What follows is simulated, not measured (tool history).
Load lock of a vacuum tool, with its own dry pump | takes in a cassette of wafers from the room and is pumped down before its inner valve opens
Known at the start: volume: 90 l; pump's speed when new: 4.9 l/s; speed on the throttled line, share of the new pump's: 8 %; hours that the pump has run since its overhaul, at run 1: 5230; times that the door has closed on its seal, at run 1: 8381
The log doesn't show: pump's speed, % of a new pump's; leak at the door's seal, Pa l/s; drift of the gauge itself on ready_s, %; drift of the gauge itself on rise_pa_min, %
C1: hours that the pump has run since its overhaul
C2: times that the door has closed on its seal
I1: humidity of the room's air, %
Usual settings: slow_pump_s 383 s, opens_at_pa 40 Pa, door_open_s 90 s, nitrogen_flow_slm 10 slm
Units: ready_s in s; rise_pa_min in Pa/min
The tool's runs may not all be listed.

run 1 hour=0 | slow_pump_s=383 opens_at_pa=40 door_open_s=90 nitrogen_flow_slm=10 | C1=5230 C2=8381 | I1=44.2 | ready_s=512.1 rise_pa_min=0.086
run 2 hour=129.4 | slow_pump_s=383 opens_at_pa=40 door_open_s=90 nitrogen_flow_slm=10 | C1=5359 C2=8579 | I1=47.8 | ready_s=509.7 rise_pa_min=0.088
run 3 hour=201.4 | slow_pump_s=383 opens_at_pa=40 door_open_s=90 nitrogen_flow_slm=10 | C1=5431 C2=8689 | I1=46.9 | ready_s=508.7 rise_pa_min=0.084
run 4 hour=334.5 | slow_pump_s=383 opens_at_pa=40 door_open_s=90 nitrogen_flow_slm=10 | C1=5564 C2=8893 | I1=42.2 | ready_s=505.6 rise_pa_min=0.082
run 5 hour=466.3 | slow_pump_s=383 opens_at_pa=40 door_open_s=90 nitrogen_flow_slm=10 | C1=5696 C2=9095 | I1=44.4 | ready_s=510.4 rise_pa_min=0.086
run 6 hour=629.1 | slow_pump_s=296 opens_at_pa=40 door_open_s=90 nitrogen_flow_slm=10 | C1=5859 C2=9345 | I1=45.6 | ready_s=432 rise_pa_min=0.092
run 7 hour=727.7 | slow_pump_s=212 opens_at_pa=40 door_open_s=90 nitrogen_flow_slm=10 | C1=5957 C2=9496 | I1=46 | ready_s=359.7 rise_pa_min=0.095
run 8 hour=802.7 | slow_pump_s=212 opens_at_pa=40 door_open_s=90 nitrogen_flow_slm=10 | C1=6032 C2=9611 | I1=44.7 | ready_s=356.5 rise_pa_min=0.093
run 9 hour=939.7 | slow_pump_s=500 opens_at_pa=40 door_open_s=90 nitrogen_flow_slm=10 | C1=6169 C2=9821 | I1=49.8 | ready_s=609.8 rise_pa_min=0.102
run 10 hour=1070.2 | slow_pump_s=383 opens_at_pa=40 door_open_s=71 nitrogen_flow_slm=10 | C1=6300 C2=10021 | I1=46.8 | ready_s=516.2 rise_pa_min=0.082
run 11 hour=1207.1 | slow_pump_s=383 opens_at_pa=40 door_open_s=71 nitrogen_flow_slm=10 | C1=6437 C2=10230 | I1=46.7 | ready_s=512.9 rise_pa_min=0.09
run 12 hour=1284.8 | slow_pump_s=383 opens_at_pa=40 door_open_s=71 nitrogen_flow_slm=10 | C1=6515 C2=10349 | I1=46 | ready_s=510 rise_pa_min=0.088
run 13 hour=1396.3 | slow_pump_s=383 opens_at_pa=40 door_open_s=71 nitrogen_flow_slm=10 | C1=6626 C2=10520 | I1=47.4 | ready_s=507.5 rise_pa_min=0.087
run 14 hour=1535.7 | slow_pump_s=383 opens_at_pa=40 door_open_s=71 nitrogen_flow_slm=10 | C1=6765 C2=10734 | I1=44.6 | ready_s=508.4 rise_pa_min=0.088
run 15 hour=1704.9 | slow_pump_s=383 opens_at_pa=52 door_open_s=71 nitrogen_flow_slm=8 | C1=6935 C2=10993 | I1=43.4 | ready_s=507.6 rise_pa_min=0.09
run 16 hour=1783.6 | slow_pump_s=383 opens_at_pa=52 door_open_s=71 nitrogen_flow_slm=8 | C1=7013 C2=11114 | I1=44.9 | ready_s=504.9 rise_pa_min=0.092
run 17 hour=1907.6 | slow_pump_s=383 opens_at_pa=52 door_open_s=71 nitrogen_flow_slm=8 | C1=7137 C2=11304 | I1=43.1 | ready_s=504.2 rise_pa_min=0.088
run 18 hour=2052.7 | slow_pump_s=436 opens_at_pa=49 door_open_s=58 nitrogen_flow_slm=8 | C1=7282 C2=11526 | I1=45.5 | ready_s=559 rise_pa_min=0.089
run 19 hour=2131 | slow_pump_s=436 opens_at_pa=49 door_open_s=58 nitrogen_flow_slm=8 | C1=7361 C2=11646 | I1=43.2 | ready_s=561.6 rise_pa_min=0.086
run 20 hour=2228.1 | slow_pump_s=446 opens_at_pa=53 door_open_s=95 nitrogen_flow_slm=43 | C1=7458 C2=11795 | I1=45.7 | ready_s=567.2 rise_pa_min=0.086
run 21 hour=2308.9 | slow_pump_s=446 opens_at_pa=53 door_open_s=73 nitrogen_flow_slm=19 | C1=7539 C2=11919 | I1=43 | ready_s=561.2 rise_pa_min=0.09
run 22 hour=2395.2 | slow_pump_s=446 opens_at_pa=53 door_open_s=73 nitrogen_flow_slm=19 | C1=7625 C2=12051 | I1=45.3 | ready_s=564.6 rise_pa_min=0.089
run 23 hour=2511.5 | slow_pump_s=383 opens_at_pa=34 door_open_s=90 nitrogen_flow_slm=10 | C1=7741 C2=12229 | I1=42.7 | ready_s=512.5 rise_pa_min=0.101
run 24 hour=2643.4 | slow_pump_s=383 opens_at_pa=34 door_open_s=90 nitrogen_flow_slm=10 | C1=7873 C2=12431 | I1=43.7 | ready_s=515.2 rise_pa_min=0.11
run 25 hour=2820.5 | slow_pump_s=383 opens_at_pa=33 door_open_s=32 nitrogen_flow_slm=10 | C1=8050 C2=12703 | I1=45.3 | ready_s=521.3 rise_pa_min=0.079
run 26 hour=2937.6 | slow_pump_s=383 opens_at_pa=33 door_open_s=32 nitrogen_flow_slm=10 | C1=8167 C2=12882 | I1=45.4 | ready_s=517.8 rise_pa_min=0.083

Forecast each of these 3 alternatives for the next run:
run A hour=3102.7 | slow_pump_s=383 opens_at_pa=30 door_open_s=32 nitrogen_flow_slm=10 | C1=8332 C2=13135 | I1=45.9 | ready_s=? rise_pa_min=?
run B hour=3102.7 | slow_pump_s=596 opens_at_pa=40 door_open_s=49 nitrogen_flow_slm=10 | C1=8332 C2=13135 | I1=46.7 | ready_s=? rise_pa_min=?
run C hour=3102.7 | slow_pump_s=383 opens_at_pa=75 door_open_s=76 nitrogen_flow_slm=4 | C1=8332 C2=13135 | I1=43 | ready_s=? rise_pa_min=?

run=A ready_s=526 rise_pa_min=0.081
run=B ready_s=715.8 rise_pa_min=0.087
run=C ready_s=502.8 rise_pa_min=0.106
Without the tool's hidden state the same runs would have given:
run=A ready_s=504.2 rise_pa_min=0.027
run=B ready_s=698.6 rise_pa_min=0.032
run=C ready_s=484.7 rise_pa_min=0.051

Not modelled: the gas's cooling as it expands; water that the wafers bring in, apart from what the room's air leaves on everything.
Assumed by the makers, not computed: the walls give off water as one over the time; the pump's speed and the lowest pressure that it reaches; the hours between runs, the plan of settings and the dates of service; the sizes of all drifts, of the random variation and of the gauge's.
